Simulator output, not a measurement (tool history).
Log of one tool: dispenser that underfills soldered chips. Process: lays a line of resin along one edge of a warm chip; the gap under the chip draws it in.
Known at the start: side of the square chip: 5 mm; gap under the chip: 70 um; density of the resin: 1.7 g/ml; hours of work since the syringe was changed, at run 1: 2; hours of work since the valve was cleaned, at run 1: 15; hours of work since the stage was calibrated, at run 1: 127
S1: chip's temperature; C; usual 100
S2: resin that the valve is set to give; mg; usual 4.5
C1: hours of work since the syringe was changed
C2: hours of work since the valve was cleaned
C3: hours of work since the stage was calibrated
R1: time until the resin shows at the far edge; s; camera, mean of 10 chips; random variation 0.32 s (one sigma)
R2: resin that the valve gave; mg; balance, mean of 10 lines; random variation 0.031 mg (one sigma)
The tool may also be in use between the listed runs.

run,hour,S1,S2,C1,C2,C3,R1,R2
1,0,100,4.5,2,15,127,14.3,4.44
2,5.8,100,4.5,7,19,131,19.9,4.44
# hour 9.5: new syringe of resin
3,11.9,100,4.5,2,23,135,13.8,4.4
# hour 22.2: new syringe of resin
4,23.8,100,4.5,1,31,143,11.8,4.3
# hour 35: new syringe of resin
5,36.4,100,4.08,1,40,152,13.5,3.95
# hour 48.1: new syringe of resin
6,48.1,100,4.08,0,47,160,11.5,3.94

Run 7 comes next. What will it give?
7,55.6,100,4.5,5,53,165,?,?

Run 7 gave R1 16.8 s, R2 4.31 mg.
Without the tool's hidden state the same run would have given R1 11.2 s, R2 4.53 mg.
